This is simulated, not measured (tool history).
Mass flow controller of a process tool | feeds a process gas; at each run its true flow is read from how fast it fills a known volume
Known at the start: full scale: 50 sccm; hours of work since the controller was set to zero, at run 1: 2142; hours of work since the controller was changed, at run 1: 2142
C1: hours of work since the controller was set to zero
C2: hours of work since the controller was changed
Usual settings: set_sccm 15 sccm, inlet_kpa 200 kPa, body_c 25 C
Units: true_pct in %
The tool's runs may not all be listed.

Run 1, hour 0: usual settings; C1 2142; C2 2142. Result: true_pct 97.99 %.
Run 2, hour 71.2: usual settings but inlet_kpa 240 kPa; C1 2167; C2 2167. Result: true_pct 97.84 %.
Run 3, hour 194.4: usual settings but inlet_kpa 240 kPa; C1 2209; C2 2209. Result: true_pct 97.93 %.
Run 4, hour 315.9: usual settings but inlet_kpa 182 kPa; C1 2250; C2 2250. Result: true_pct 98.06 %.
Run 5, hour 410.2: usual settings but inlet_kpa 182 kPa, body_c 33 C; C1 2282; C2 2282. Result: true_pct 98.79 %.
Run 6, hour 517.2: usual settings but inlet_kpa 182 kPa, body_c 33 C; C1 2318; C2 2318. Result: true_pct 98.79 %.
Run 7, hour 591.7: usual settings but inlet_kpa 182 kPa, body_c 33 C; C1 2344; C2 2344. Result: true_pct 98.77 %.
Run 8, hour 715.4: usual settings but inlet_kpa 182 kPa, body_c 33 C; C1 2386; C2 2386. Result: true_pct 98.71 %.
Run 9, hour 799.2: usual settings but set_sccm 18 sccm, inlet_kpa 239 kPa, body_c 27 C; C1 2414; C2 2414. Result: true_pct 97.98 %.
Run 10, hour 920.6: usual settings but inlet_kpa 247 kPa, body_c 37 C; C1 2455; C2 2455. Result: true_pct 98.68 %.
Run 11, hour 1006.5: usual settings but set_sccm 36 sccm; C1 2485; C2 2485. Result: true_pct 98.82 %.
Run 12, hour 1096.6: usual settings but inlet_kpa 203 kPa; C1 2515; C2 2515. Result: true_pct 97.7 %.
Run 13, hour 1172.4: usual settings but set_sccm 6 sccm, inlet_kpa 245 kPa; C1 2541; C2 2541. Result: true_pct 96.92 %.
Run 14, hour 1307.2: usual settings but inlet_kpa 180 kPa, body_c 30 C; C1 2587; C2 2587. Result: true_pct 98.13 %.
Run 15, hour 1420.3: usual settings but inlet_kpa 180 kPa; C1 2625; C2 2625. Result: true_pct 97.59 %.
Run 16, hour 1569.2: usual settings but inlet_kpa 238 kPa; C1 2676; C2 2676. Result: true_pct 97.27 %.

5 ways to go on from here, each from the tool as it stands after run 16. What would each give?
Run A, hour 1643.9: usual settings but set_sccm 6 sccm, inlet_kpa 202 kPa, body_c 34 C; C1 2701; C2 2701. Result: true_pct ?.
Run B, hour 1643.9: usual settings but set_sccm 5 sccm, inlet_kpa 196 kPa, body_c 22 C; C1 2701; C2 2701. Result: true_pct ?.
Run C, hour 1643.9: usual settings but inlet_kpa 185 kPa; C1 2701; C2 2701. Result: true_pct ?.
Run D, hour 1643.9: usual settings but set_sccm 5 sccm, inlet_kpa 238 kPa; C1 2701; C2 2701. Result: true_pct ?.
Run E, hour 1643.9: usual settings but set_sccm 6 sccm, inlet_kpa 238 kPa; C1 2701; C2 2701. Result: true_pct ?.

run  true_pct
  A     97.82
  B     96.61
  C     97.58
  D     96.72
  E     96.78
Without the tool's hidden state the same runs would have given:
run  true_pct
  A     98.48
  B     97.26
  C     98.22
  D     97.38
  E     97.43
